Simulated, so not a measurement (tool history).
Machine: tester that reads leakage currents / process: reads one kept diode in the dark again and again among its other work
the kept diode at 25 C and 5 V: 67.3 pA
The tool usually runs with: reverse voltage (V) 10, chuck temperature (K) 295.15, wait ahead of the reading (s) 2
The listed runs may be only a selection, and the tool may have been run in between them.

run,day,reverse voltage (V),chuck temperature (K),wait ahead of the reading (s),current that the tester gives (pA)
1,0,10,295.15,2,85.08
2,2.817,10,295.15,2,84.48
3,5.262,10,295.15,3.67,83.89
4,8.392,8.5,295.15,2,76.33
5,12.4,8.5,295.15,2,76.95
6,17.062,8.5,295.15,2,77.38
7,21,8.5,295.15,2,76.39
8,23.938,8.5,295.15,2,76.65
9,29.838,10,295.15,2,84.33
10,33.708,10,295.15,2,84.1
# day 37.925: chuck's temperature calibrated
11,39.367,10,295.15,2,92.85
12,43.462,10,295.15,2,93.13
13,49.138,10,300.15,2,126.75
# day 51.346: probe card cleaned and baked
14,53.246,10,310.15,2,223.64
15,56.458,10,310.15,2,223.46
16,59.733,8.9,295.15,2,67.96
17,63.521,8.9,295.15,2,68.28
18,66.192,8.9,295.15,2,67.93
19,71.642,8.9,295.15,2,67.81
20,77.067,2.1,295.15,2,33.01
21,80.312,10,315.15,2,309.15
22,84.717,1.5,315.15,1.79,122.74
23,89.633,1.5,324.15,2,224.04
24,93.738,5.8,295.15,0.61,55.42
25,97.696,5.8,295.15,0.61,55.32
26,103.392,1.5,297.15,2.33,31.96
27,107.029,10,319.15,2,395.01
28,110.058,7.9,295.15,2,62.99
29,115.55,7.9,295.15,2,62.77
30,118.496,7.9,302.15,7,104.2
31,121.8,7.9,297.15,1.93,72.35
32,126.779,7.9,297.15,1.93,72.6
33,131.467,4.7,305.15,0.72,99.78
34,134.35,4.7,305.15,0.72,100
35,139.904,8,305.15,0.68,130.32
# day 140.279: chuck's temperature calibrated
36,142.988,10,311.15,0.31,253.86
# day 144.504: tester calibrated
37,145.679,10,311.15,0.31,258.91
38,151.546,10.2,318.15,0.31,415.67
39,157.488,6.7,295.15,2,64.57

Below, some changes in current that the tester gives (pA) between adjacent runs. For each, the amount present without the hidden state too (settings, incoming material, random variation) and the amount remaining for the hidden state with gauge scatter not shared by both compared results:
The hidden state here: stray current of the dirty probe card, pA a volt; current scale over the true one, %; true chuck temperature over the reading, C; drift of the gauge itself on leakage_pa, %.
Run 13 -> 14: chuck temperature (K) 300.15 -> 310.15, probe card cleaned and baked. current that the tester gives (pA) +96.89: hidden state -23.97, all else +120.86.
Run 26 -> 27: reverse voltage (V) 1.5 -> 10, chuck temperature (K) 297.15 -> 319.15, wait ahead of the reading (s) 2.33 -> 2. current that the tester gives (pA) +363.05: hidden state -35, all else +398.05.
Run 27 -> 28: reverse voltage (V) 10 -> 7.9, chuck temperature (K) 319.15 -> 295.15. current that the tester gives (pA) -332.02: hidden state +33.5, all else -365.52.
Run 38 -> 39: reverse voltage (V) 10.2 -> 6.7, chuck temperature (K) 318.15 -> 295.15, wait ahead of the reading (s) 0.31 -> 2. current that the tester gives (pA) -351.1: hidden state +3.12, all else -354.22.

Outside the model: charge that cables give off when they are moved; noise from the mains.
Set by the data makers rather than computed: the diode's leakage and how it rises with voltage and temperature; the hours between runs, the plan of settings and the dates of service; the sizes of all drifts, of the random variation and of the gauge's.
